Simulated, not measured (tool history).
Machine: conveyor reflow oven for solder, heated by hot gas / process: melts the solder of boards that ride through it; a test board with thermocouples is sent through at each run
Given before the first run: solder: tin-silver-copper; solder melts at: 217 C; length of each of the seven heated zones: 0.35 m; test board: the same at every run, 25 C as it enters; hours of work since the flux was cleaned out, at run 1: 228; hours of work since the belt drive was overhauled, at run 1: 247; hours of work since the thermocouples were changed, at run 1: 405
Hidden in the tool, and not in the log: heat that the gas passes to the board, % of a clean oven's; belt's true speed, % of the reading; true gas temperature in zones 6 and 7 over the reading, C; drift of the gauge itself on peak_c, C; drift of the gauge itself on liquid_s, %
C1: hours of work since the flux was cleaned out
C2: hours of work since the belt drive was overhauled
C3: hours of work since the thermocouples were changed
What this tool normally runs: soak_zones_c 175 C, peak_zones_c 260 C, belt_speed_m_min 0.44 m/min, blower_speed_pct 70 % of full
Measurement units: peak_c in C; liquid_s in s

Run 1, day 0.000: usual settings; C1 228; C2 247; C3 405. Result: peak_c 241.6 C, liquid_s 60.7 s.
Run 2, day 0.833: usual settings; C1 239; C2 259; C3 416. Result: peak_c 241.6 C, liquid_s 60.9 s.
Run 3, day 1.279: usual settings; C1 245; C2 265; C3 422. Result: peak_c 241.4 C, liquid_s 60.3 s.
Run 4, day 1.783: usual settings; C1 252; C2 271; C3 429. Result: peak_c 241.5 C, liquid_s 60.6 s.
Run 5, day 2.254: usual settings; C1 258; C2 278; C3 436. Result: peak_c 240.9 C, liquid_s 61.3 s.
Run 6, day 2.946: usual settings; C1 267; C2 287; C3 445. Result: peak_c 241.8 C, liquid_s 59.8 s.
Run 7, day 3.312: usual settings; C1 272; C2 292; C3 450. Result: peak_c 241.5 C, liquid_s 60.2 s.
Run 8, day 3.862: usual settings; C1 280; C2 299; C3 457. Result: peak_c 242.2 C, liquid_s 59.3 s.
Run 9, day 4.462: usual settings; C1 288; C2 308; C3 465. Result: peak_c 241.2 C, liquid_s 59.8 s.
Run 10, day 5.183: usual settings but blower_speed_pct 83 % of full; C1 297; C2 317; C3 475. Result: peak_c 244.1 C, liquid_s 64.5 s.
Run 11, day 5.950: usual settings but blower_speed_pct 83 % of full; C1 308; C2 327; C3 485. Result: peak_c 242.8 C, liquid_s 63.3 s.
Run 12, day 6.725: usual settings but blower_speed_pct 83 % of full; C1 318; C2 338; C3 496. Result: peak_c 243.5 C, liquid_s 63.7 s.
Run 13, day 7.288: usual settings but blower_speed_pct 83 % of full; C1 326; C2 345; C3 503. Result: peak_c 243.2 C, liquid_s 63.0 s.
Run 14, day 7.962: usual settings but blower_speed_pct 83 % of full; C1 335; C2 355; C3 512. Result: peak_c 243.1 C, liquid_s 63.7 s.
Run 15, day 8.592: usual settings but blower_speed_pct 83 % of full; C1 343; C2 363; C3 521. Result: peak_c 243.0 C, liquid_s 63.4 s.
Run 16, day 9.079: usual settings but blower_speed_pct 83 % of full; C1 350; C2 370; C3 527. Result: peak_c 243.3 C, liquid_s 62.8 s.
Run 17, day 9.667: usual settings but blower_speed_pct 83 % of full; C1 358; C2 378; C3 535. Result: peak_c 242.7 C, liquid_s 62.2 s.

Predict the results of run 18:
At day 9.942: flux residue cleaned out of gas plates and filters.
Run 18, day 10.388: usual settings but blower_speed_pct 51 % of full; C1 6; C2 384; C3 542. Result: peak_c ?, liquid_s ?.

Run 18 yielded peak_c 234.5 C, liquid_s 46.2 s.
Without the tool's hidden state the same run would have given peak_c 240.0 C, liquid_s 55.7 s.
